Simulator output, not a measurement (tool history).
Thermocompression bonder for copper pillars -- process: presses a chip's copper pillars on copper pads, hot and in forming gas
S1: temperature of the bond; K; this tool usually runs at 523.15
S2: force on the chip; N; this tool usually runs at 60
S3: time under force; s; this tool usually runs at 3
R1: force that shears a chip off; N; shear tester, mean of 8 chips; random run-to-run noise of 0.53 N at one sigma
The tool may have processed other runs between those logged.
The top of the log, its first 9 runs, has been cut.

| run | day | S1 | S2 | S3 | R1 |
|---|---|---|---|---|---|
| 10 | 2.808 | 520.15 | 60 | 3 | 86.4 |
| 11 | 3.212 | 520.15 | 60 | 3 | 87.7 |
| 12 | 3.471 | 534.15 | 60 | 3 | 99.1 |
| 13 | 3.712 | 523.15 | 73 | 3 | 99 |
| 14 | 3.958 | 523.15 | 60 | 3 | 90.1 |
| 15 | 4.4 | 523.15 | 60 | 3 | 89.4 |
| 16 | 4.838 | 523.15 | 60 | 3 | 90.3 |
| 17 | 5.262 | 523.15 | 60 | 3 | 90.2 |
| 18 | 5.529 | 523.15 | 60 | 3 | 90.1 |
| 19 | 5.733 | 523.15 | 60 | 3 | 89.9 |
| 20 | 6.154 | 523.15 | 60 | 3 | 89.6 |
| 21 | 6.412 | 523.15 | 77 | 3 | 102.9 |
| 22 | 6.662 | 530.15 | 47 | 2 | 73.6 |
| 23 | 6.929 | 522.15 | 60 | 7 | 107 |
| 24 | 7.146 | 522.15 | 60 | 7 | 107.4 |
| 25 | 7.375 | 499.15 | 38 | 3 | 45.9 |
| 26 | 7.654 | 543.15 | 60 | 3 | 105.2 |

Run 27, settings as shown, results not yet in. Your forecast:
| 27 | 8.017 | 522.15 | 64 | 5 | ? |

For run 27 the tool returned R1 101.8 N.
If the tool had no hidden condition, the same run with the same run-to-run variation would have returned R1 100.7 N.

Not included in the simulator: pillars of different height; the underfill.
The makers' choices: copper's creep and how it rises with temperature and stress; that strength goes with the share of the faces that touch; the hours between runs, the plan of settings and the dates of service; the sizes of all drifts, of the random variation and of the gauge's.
